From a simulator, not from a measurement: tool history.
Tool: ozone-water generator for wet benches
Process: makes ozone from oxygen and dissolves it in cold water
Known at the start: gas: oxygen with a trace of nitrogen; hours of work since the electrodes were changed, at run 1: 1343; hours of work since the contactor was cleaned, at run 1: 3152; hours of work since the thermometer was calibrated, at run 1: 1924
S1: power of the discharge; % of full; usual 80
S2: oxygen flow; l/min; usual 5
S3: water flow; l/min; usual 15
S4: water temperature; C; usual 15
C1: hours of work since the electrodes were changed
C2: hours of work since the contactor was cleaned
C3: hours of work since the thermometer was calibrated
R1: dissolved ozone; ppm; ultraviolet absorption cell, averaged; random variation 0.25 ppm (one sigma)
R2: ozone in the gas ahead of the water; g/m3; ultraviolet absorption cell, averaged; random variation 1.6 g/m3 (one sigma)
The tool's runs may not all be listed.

run    hour  S1    S2  S3  S4    C1    C2    C3    R1     R2
  1       0  80     5  15  15  1343  3152  1924  37.7  296.8
  2    29.9  80     5  15  15  1365  3174  1947  37.4  300.1
  3      90  80     5  15  15  1411  3220  1993  37.5  303.2
  4   148.6  80     5  15  15  1456  3265  2037  37.7    301
  5   178.6  80     5  15  15  1479  3288  2060  37.6  303.5
  6   228.5  80     5  15  15  1517  3326  2098  37.8  303.8
  7   282.2  80     5  15  15  1558  3367  2139  37.8  302.3
  8     334  80     5  15  15  1597  3406  2179  37.6  303.9
  9     386  80     5  15  15  1637  3446  2218  37.2  302.9
 10   443.9  80     5  15  15  1681  3490  2262  37.4    305
 11   490.8  80     5  15  15  1717  3525  2298  37.6  305.9
 12   518.4  80     5  15  15  1738  3547  2319  37.3  304.7
 13   551.4  80     5  15  15  1763  3572  2344  37.5    305
 14   600.2  80     5  15  15  1800  3609  2381    37  304.7
      625.7  -- gauge calibrated
 15     647  80     5  15  15  1836  3645  2417  37.5  299.9
 16   699.3  80     5  15  15  1875  3684  2457  37.6  297.2
 17   758.5  80     5  21  15  1921  3729  2502  28.7  302.4
 18   814.9  80     5  21  15  1963  3772  2545  27.9  301.4
 19   846.8  80     5  14  11  1988  3797  2569  42.3  305.5
 20   904.4  57  6.12  15  11  2032  3841  2613  34.9  237.2
 21   948.3  57  6.12  15  11  2065  3874  2647  34.6    236
 22   999.4  63   3.4  15  15  2104  3913  2686  30.3  309.5
 23  1060.7  91   3.4  15  18  2151  3960  2732  35.8  370.5
 24    1104  91   3.4  15  18  2184  3993  2765  35.9  374.3
 25  1131.7  44  2.93  24  13  2205  4014  2786  15.6  274.8
 26  1170.3  80  4.33  15  21  2234  4043  2816  33.1    322
 27  1202.5  80  4.33  15  20  2259  4068  2840  33.7  322.1
 28  1243.6  80  4.33  15  20  2290  4099  2872  34.1  321.1
 29  1273.2  75  2.95  21  14  2313  4122  2894  23.4  357.8
 30  1311.6  66     5  14  15  2342  4151  2923  35.6  281.1
 31  1373.6  42  6.16  14  15  2389  4198  2971  28.9  207.2
 32  1422.1  47  6.16  17  15  2426  4235  3008  26.7  218.4
 33  1484.5  47  6.16  17  15  2474  4283  3055  26.6  220.2
 34  1527.8  54  6.73  22  15  2507  4316  3088  23.6    230

3 ways to go on from here, each from the tool as it stands after run 34. What would each give?
  A  1565.7  80     6  11  22  2535  4344  3117   ?   ?
  B  1565.7  76  8.46  22  19  2535  4344  3117   ?   ?
  C  1565.7  80     5  15  15  2535  4344  3117   ?   ?

run    R1     R2
  A    41  294.5
  B  27.2  250.2
  C  38.1  313.3
Without the tool's hidden state the same runs would have given:
run    R1     R2
  A  41.1  282.6
  B  27.3    240
  C  38.2  300.6

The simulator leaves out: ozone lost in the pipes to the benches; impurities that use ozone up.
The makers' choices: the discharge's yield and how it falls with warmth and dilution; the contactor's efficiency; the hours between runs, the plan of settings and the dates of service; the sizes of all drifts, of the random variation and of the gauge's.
